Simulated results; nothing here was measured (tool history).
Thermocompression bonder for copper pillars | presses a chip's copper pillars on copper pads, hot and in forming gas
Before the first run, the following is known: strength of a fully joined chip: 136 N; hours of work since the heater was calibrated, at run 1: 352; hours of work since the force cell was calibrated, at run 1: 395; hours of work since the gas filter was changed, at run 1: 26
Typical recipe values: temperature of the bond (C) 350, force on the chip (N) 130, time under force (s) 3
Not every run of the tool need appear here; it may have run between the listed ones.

| run | day | temperature of the bond (C) | force on the chip (N) | time under force (s) | hours of work since the heater was calibrated | hours of work since the force cell was calibrated | hours of work since the gas filter was changed | force that shears a chip off (N) |
|---|---|---|---|---|---|---|---|---|
| 1 | 0.000 | 350 | 130 | 3 | 352 | 395 | 26 | 72.4 |
| 2 | 0.533 | 365 | 130 | 3 | 359 | 402 | 33 | 81.1 |
| 3 | 1.304 | 350 | 130 | 5 | 369 | 412 | 43 | 86.8 |
| 4 | 1.912 | 350 | 130 | 3 | 377 | 420 | 51 | 73.6 |
| 5 | 2.425 | 350 | 130 | 3 | 383 | 427 | 57 | 73.0 |
| 6 | 3.042 | 350 | 130 | 3 | 392 | 435 | 65 | 73.5 |
| 7 | 3.650 | 350 | 130 | 3 | 399 | 443 | 73 | 72.6 |
| 8 | 4.054 | 350 | 130 | 3 | 405 | 448 | 78 | 74.2 |
| 9 | 4.671 | 350 | 130 | 3 | 413 | 456 | 86 | 74.7 |
| 10 | 5.392 | 350 | 130 | 3 | 422 | 466 | 96 | 72.9 |
| 11 | 6.071 | 362 | 130 | 3 | 431 | 474 | 105 | 78.7 |
| 12 | 6.492 | 362 | 130 | 3 | 436 | 480 | 110 | 81.6 |
| 13 | 7.254 | 362 | 130 | 3 | 446 | 490 | 120 | 79.0 |
| 14 | 8.046 | 362 | 130 | 3 | 457 | 500 | 130 | 79.9 |
| 15 | 8.688 | 362 | 130 | 3 | 465 | 508 | 139 | 77.5 |
| 16 | 9.433 | 362 | 130 | 3 | 475 | 518 | 149 | 80.0 |
| 17 | 10.075 | 362 | 130 | 3 | 483 | 527 | 157 | 78.7 |
| 18 | 10.504 | 362 | 130 | 3 | 489 | 532 | 162 | 79.1 |
| 19 | 11.096 | 362 | 130 | 3 | 496 | 540 | 170 | 79.1 |
| 20 | 11.667 | 362 | 130 | 3 | 504 | 547 | 178 | 79.7 |
| 21 | 12.317 | 370 | 79 | 8 | 512 | 556 | 186 | 85.8 |
| 22 | 12.908 | 370 | 79 | 2 | 520 | 563 | 194 | 55.7 |
| 23 | 13.758 | 353 | 175 | 4 | 531 | 575 | 205 | 93.0 |
| 24 | 14.129 | 327 | 107 | 3 | 536 | 579 | 210 | 53.7 |
| 25 | 14.825 | 368 | 151 | 3 | 545 | 588 | 219 | 86.9 |
| 26 | 15.254 | 350 | 88 | 2 | 551 | 594 | 224 | 48.9 |
| 27 | 15.962 | 350 | 88 | 2 | 560 | 603 | 234 | 50.3 |
| 28 | 16.762 | 330 | 104 | 7 | 570 | 614 | 244 | 72.1 |
| 29 | 17.421 | 349 | 147 | 7 | 579 | 622 | 253 | 95.5 |
| 30 | 18.012 | 322 | 100 | 7 | 587 | 630 | 260 | 65.1 |
| 31 | 18.808 | 322 | 100 | 7 | 597 | 640 | 271 | 64.6 |
| 32 | 19.454 | 331 | 152 | 3 | 605 | 649 | 279 | 68.5 |
| 33 | 20.275 | 331 | 88 | 3 | 616 | 659 | 290 | 48.1 |
| 34 | 20.971 | 336 | 153 | 6 | 625 | 668 | 299 | 86.9 |
| 35 | 21.492 | 372 | 130 | 3 | 632 | 675 | 306 | 83.4 |
| 36 | 22.321 | 350 | 107 | 3 | 643 | 686 | 316 | 63.7 |
| 37 | 22.871 | 360 | 83 | 8 | 650 | 693 | 324 | 82.1 |
| 38 | 23.475 | 340 | 106 | 8 | 658 | 701 | 331 | 79.9 |
| 39 | 24.229 | 324 | 171 | 2 | 668 | 711 | 341 | 58.8 |

Hidden state or all else? Some run-to-run changes of force that shears a chip off (N), split into what the settings, what came in and random variation would give without the hidden state, and what is left for the hidden state (with any gauge scatter that isn't in both results):
Hidden conditions of the tool in this case: true temperature of the bond over the reading, C; force that reaches the chip, % of what is set; oxide that the forming gas leaves, % of the face; drift of the gauge itself on shear_n, %.
Run 23 -> 24: temperature of the bond (C) 353 -> 327, force on the chip (N) 175 -> 107, time under force (s) 4 -> 3. force that shears a chip off (N) -39.3: hidden state +1.6, all else -40.9.
Run 25 -> 26: temperature of the bond (C) 368 -> 350, force on the chip (N) 151 -> 88, time under force (s) 3 -> 2. force that shears a chip off (N) -38.0: hidden state +1.1, all else -39.1.
Run 28 -> 29: temperature of the bond (C) 330 -> 349, force on the chip (N) 104 -> 147. force that shears a chip off (N) +23.4: hidden state -2.2, all else +25.6.
Run 29 -> 30: temperature of the bond (C) 349 -> 322, force on the chip (N) 147 -> 100. force that shears a chip off (N) -30.4: hidden state +2.3, all else -32.7.
Run 33 -> 34: temperature of the bond (C) 331 -> 336, force on the chip (N) 88 -> 153, time under force (s) 3 -> 6. force that shears a chip off (N) +38.8: hidden state -1.5, all else +40.3.
